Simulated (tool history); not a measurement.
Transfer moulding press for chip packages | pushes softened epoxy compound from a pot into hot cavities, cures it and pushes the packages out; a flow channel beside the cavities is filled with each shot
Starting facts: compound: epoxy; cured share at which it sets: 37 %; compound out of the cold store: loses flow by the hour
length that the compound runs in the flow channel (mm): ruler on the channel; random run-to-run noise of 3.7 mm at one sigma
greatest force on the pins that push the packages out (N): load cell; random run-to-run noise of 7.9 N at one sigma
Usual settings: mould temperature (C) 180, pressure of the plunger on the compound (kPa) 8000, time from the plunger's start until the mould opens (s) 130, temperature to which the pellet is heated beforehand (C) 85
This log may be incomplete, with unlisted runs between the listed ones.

run	day	mould temperature (C)	pressure of the plunger on the compound (kPa)	time from the plunger's start until the mould opens (s)	temperature to which the pellet is heated beforehand (C)	incoming compound's hours out of the cold store	length that the compound runs in the flow channel (mm)	greatest force on the pins that push the packages out (N)
1	0.000	180	8000	130	85	30.6	667	343
2	0.429	180	8000	130	85	20.9	694	423
3	1.121	180	9630	130	85	25.8	745	519
4	1.779	180	8000	130	85	23.3	690	601
5	2.150	180	8000	130	85	18.4	702	608
6	2.479	174	8000	130	85	10.0	755	861
7	3.150	174	7180	130	85	18.2	690	915
8	3.679	174	7180	130	85	21.7	680	878
9	4.038	174	7180	130	85	18.5	693	916
10	4.496	174	7180	130	85	29.2	656	884
# day 5.038: cavities cleaned with cleaning compound and waxed
11	5.258	174	7180	130	85	15.5	697	1043
12	5.825	180	8000	130	85	27.9	671	789
13	6.517	181	8000	130	85	26.8	666	758
14	6.854	181	8000	130	85	47.8	600	781
15	7.175	180	6710	130	85	30.9	599	787
16	7.829	180	6890	143	91	38.2	583	760
# day 8.233: plunger's sealing rings changed
17	8.233	180	6890	143	91	24.8	650	752
# day 8.600: cavities cleaned with cleaning compound and waxed, once more
18	8.858	180	6890	116	93	38.2	609	409
19	9.296	180	6890	117	94	18.8	664	501
20	9.888	180	6890	117	94	32.0	624	576
21	10.479	180	6890	117	94	8.7	702	642
22	10.821	175	6270	130	85	40.8	591	725
23	11.288	175	6270	130	85	16.6	662	794
24	11.921	176	6390	145	85	30.9	616	706
25	12.425	180	7290	130	81	9.9	720	711
26	13.000	172	6310	164	90	18.7	665	779
27	13.462	172	6310	164	90	42.9	594	744
# day 13.667: cavities cleaned with cleaning compound and waxed
28	14.054	183	8000	130	91	9.2	732	387
29	14.700	172	8000	126	85	27.1	716	753

Each row is a separate what-if for the run after 29, all from the same tool condition, not one after another. Results?
A	15.000	172	9070	126	85	29.1	?	?
B	15.000	172	7460	140	90	12.2	?	?
C	15.000	174	8000	117	82	18.1	?	?

run	length that the compound runs in the flow channel (mm)	greatest force on the pins that push the packages out (N)
A	752	800
B	757	731
C	737	869
Without the tool's unlogged condition, the same runs would have read:
run	length that the compound runs in the flow channel (mm)	greatest force on the pins that push the packages out (N)
A	762	485
B	767	445
C	748	523

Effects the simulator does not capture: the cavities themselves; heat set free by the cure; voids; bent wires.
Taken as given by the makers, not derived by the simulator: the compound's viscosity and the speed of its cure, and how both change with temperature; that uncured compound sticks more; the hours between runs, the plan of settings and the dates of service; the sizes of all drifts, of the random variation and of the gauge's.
